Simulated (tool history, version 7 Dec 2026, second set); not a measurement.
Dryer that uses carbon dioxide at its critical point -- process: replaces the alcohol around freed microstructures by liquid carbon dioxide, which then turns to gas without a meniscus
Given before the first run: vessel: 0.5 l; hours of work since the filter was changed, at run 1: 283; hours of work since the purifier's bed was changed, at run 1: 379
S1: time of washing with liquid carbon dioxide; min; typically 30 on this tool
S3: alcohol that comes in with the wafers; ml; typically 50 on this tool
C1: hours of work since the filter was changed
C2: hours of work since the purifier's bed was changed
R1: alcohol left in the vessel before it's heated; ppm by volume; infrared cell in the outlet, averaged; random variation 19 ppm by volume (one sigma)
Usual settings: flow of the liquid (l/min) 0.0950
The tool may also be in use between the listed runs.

run 1 day=0.000 | S1=30 flow_of_the_liquid_(l/min)=0.0950 S3=50 | C1=283 C2=379 | R1=1555
run 2 day=0.983 | S1=30 flow_of_the_liquid_(l/min)=0.0950 S3=50 | C1=301 C2=397 | R1=1588
run 3 day=1.558 | S1=30 flow_of_the_liquid_(l/min)=0.0950 S3=50 | C1=311 C2=408 | R1=1526
run 4 day=2.142 | S1=30 flow_of_the_liquid_(l/min)=0.0950 S3=50 | C1=322 C2=418 | R1=1557
run 5 day=2.733 | S1=30 flow_of_the_liquid_(l/min)=0.0950 S3=50 | C1=333 C2=429 | R1=1567
run 6 day=3.612 | S1=22 flow_of_the_liquid_(l/min)=0.0950 S3=45 | C1=349 C2=445 | R1=4224
run 7 day=4.617 | S1=21 flow_of_the_liquid_(l/min)=0.1111 S3=25 | C1=367 C2=464 | R1=1772
run 8 day=5.312 | S1=30 flow_of_the_liquid_(l/min)=0.1452 S3=86 | C1=380 C2=476 | R1=423
run 9 day=6.188 | S1=30 flow_of_the_liquid_(l/min)=0.1452 S3=86 | C1=396 C2=492 | R1=431
run 10 day=7.033 | S1=26 flow_of_the_liquid_(l/min)=0.0956 S3=41 | C1=412 C2=508 | R1=2313

Some steps in R1 between neighbouring runs. How much of each would the tool show without its hidden state too (settings, what came in, random variation), and how much is left for the hidden state, with any gauge scatter that isn't in both results?
What the log doesn't record here: flow that reaches the vessel past the clogged filter, %; alcohol in the recycled carbon dioxide, ppm; drift of the gauge itself on alcohol_ppm, %.
Run 5 -> 6: S1 30 -> 22, S3 50 -> 45. R1 +2657 ppm by volume: hidden state +313, all else +2344.
Run 9 -> 10: S1 30 -> 26, flow of the liquid (l/min) 0.1452 -> 0.0956, S3 86 -> 41. R1 +1882 ppm by volume: hidden state +321, all else +1561.

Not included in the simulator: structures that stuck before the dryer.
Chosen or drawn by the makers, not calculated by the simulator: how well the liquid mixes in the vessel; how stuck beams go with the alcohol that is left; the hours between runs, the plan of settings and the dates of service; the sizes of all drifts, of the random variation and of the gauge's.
